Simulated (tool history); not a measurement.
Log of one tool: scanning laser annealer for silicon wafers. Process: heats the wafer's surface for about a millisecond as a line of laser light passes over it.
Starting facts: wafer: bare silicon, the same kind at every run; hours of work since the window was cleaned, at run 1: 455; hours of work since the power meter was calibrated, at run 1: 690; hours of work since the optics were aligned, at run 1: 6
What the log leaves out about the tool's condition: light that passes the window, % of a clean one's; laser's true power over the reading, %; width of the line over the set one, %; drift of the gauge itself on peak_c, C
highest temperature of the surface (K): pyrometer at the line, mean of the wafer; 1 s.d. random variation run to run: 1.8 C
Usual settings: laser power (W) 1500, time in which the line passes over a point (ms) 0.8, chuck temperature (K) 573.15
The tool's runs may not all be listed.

run   hour  laser power (W)  time in which the line passes over a point (ms)  chuck temperature (K)  hours of work since the window was cleaned  hours of work since the power meter was calibrated  hours of work since the optics were aligned  highest temperature of the surface (K)
  1      0             1500                                              0.8                 573.15                                         455                                                 690                                            6                                 1300.15
  2   15.2             1500                                              0.8                 573.15                                         466                                                 702                                           18                                 1295.15
  3     26             1500                                              0.8                 573.15                                         475                                                 710                                           27                                 1295.15
  4     49             1354                                              0.8                 573.15                                         493                                                 728                                           45                                 1213.15
  5   63.7             1500                                              0.8                 573.15                                         504                                                 740                                           56                                 1293.15
  6   87.4             1401                                              0.8                 573.15                                         523                                                 758                                           75                                 1234.15
  7  109.7             1412                                              0.8                 573.15                                         540                                                 776                                           92                                 1239.15
  8  132.7             1500                                              0.8                 573.15                                         558                                                 794                                          110                                 1288.15
  9  144.5             1500                                              0.8                 573.15                                         568                                                 803                                          119                                 1287.15
 10  158.5             1500                                              0.8                 573.15                                         579                                                 814                                          130                                 1286.15
     161.5  -- window over the wafer cleaned
 11  173.7             1500                                              0.8                 573.15                                          10                                                 824                                          141                                 1335.15
     180.4  -- optics aligned, line set to its width
 12  202.3             1500                                            0.875                 573.15                                          28                                                 843                                           17                                 1370.15
 13  218.1             1500                                              0.8                 573.15                                          40                                                 855                                           29                                 1332.15
 14  233.8             1500                                              0.8                 573.15                                          53                                                 867                                           42                                 1326.15
 15  244.6             1500                                              0.8                 573.15                                          61                                                 876                                           50                                 1331.15
 16  267.6             1500                                              0.8                 573.15                                          79                                                 894                                           68                                 1327.15
 17  285.7             1500                                              0.8                 535.15                                          93                                                 908                                           82                                 1286.15
     295.1  -- optics aligned, line set to its width, once more
 18  305.8             1627                                              0.8                 573.15                                         105                                                 920                                            8                                 1404.15
 19  323.9             1627                                            0.791                 573.15                                         119                                                 934                                           23                                 1392.15
 20  338.7             1627                                            0.791                 573.15                                         131                                                 946                                           34                                 1394.15

Forecast run 21:
 21  358.3             1627                                            0.791                 573.15                                         146                                                 961                                           49                                       ?

highest temperature of the surface (K): 1392.15
Without the tool's hidden state the same run would have given highest temperature of the surface (K) 1415.15.
